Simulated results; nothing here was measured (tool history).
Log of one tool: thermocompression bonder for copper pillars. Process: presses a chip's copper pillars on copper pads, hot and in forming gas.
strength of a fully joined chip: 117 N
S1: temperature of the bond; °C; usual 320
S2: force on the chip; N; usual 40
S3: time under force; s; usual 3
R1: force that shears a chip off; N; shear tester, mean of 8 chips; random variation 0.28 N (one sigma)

run,hour,S1,S2,S3,R1
1,0.0,320,40,3,66.1
2,13.5,320,40,3,66.0
# hour 21.6: forming gas filter changed
3,25.0,320,40,3,72.2
4,35.0,320,40,3,71.2
5,48.3,320,40,3,71.2
6,61.8,320,40,3,71.2
7,74.7,320,40,3,71.4
8,82.1,320,40,3,71.2
9,88.3,332,40,3,78.7
10,102.5,332,40,3,78.5
11,108.5,320,35,3,65.1
12,116.3,320,54,3,85.1
13,123.1,320,54,3,84.4
14,136.5,320,54,3,85.1
15,145.7,320,47,3,78.4
16,159.8,320,47,3,78.0
17,170.7,320,47,3,78.8
18,183.7,320,47,3,77.9
19,195.7,320,47,3,78.3
20,207.1,320,40,3,70.5
21,221.3,320,28,4,59.9
22,235.1,301,55,3,73.3
23,242.0,301,55,3,73.4
24,248.4,329,40,3,76.5
25,258.7,335,49,3,88.2
26,269.3,335,45,3,84.5
27,278.5,349,45,3,91.5
28,290.1,292,26,3,36.5
29,296.3,292,26,3,36.5
30,304.7,292,26,3,36.6
31,312.2,320,31,3,58.4
32,321.1,320,29,6,68.9
33,333.7,320,58,8,102.6
34,340.0,320,40,4,75.9
35,349.5,320,38,7,84.7
36,359.3,320,37,6,81.0
37,368.4,320,37,6,80.2
38,374.8,320,37,6,80.2
39,388.9,341,28,8,86.0

Hidden state or all else? Some run-to-run changes of R1, split into what the settings, what came in and random variation would give without the hidden state, and what is left for the hidden state (with any gauge scatter that isn't in both results):
The hidden state here: true temperature of the bond over the reading, C; force that reaches the chip, % of what is set; oxide that the forming gas leaves, % of the face; drift of the gauge itself on shear_n, %.
Run 2 -> 3: forming gas filter changed. R1 +6.2 N: hidden state +5.9, all else +0.3.
Run 27 -> 28: S1 349 -> 292, S2 45 -> 26. R1 -55.0 N: hidden state +1.2, all else -56.2.
Run 32 -> 33: S2 29 -> 58, S3 6 -> 8. R1 +33.7 N: hidden state -1.4, all else +35.1.
Run 33 -> 34: S2 58 -> 40, S3 8 -> 4. R1 -26.7 N: hidden state +1.1, all else -27.8.

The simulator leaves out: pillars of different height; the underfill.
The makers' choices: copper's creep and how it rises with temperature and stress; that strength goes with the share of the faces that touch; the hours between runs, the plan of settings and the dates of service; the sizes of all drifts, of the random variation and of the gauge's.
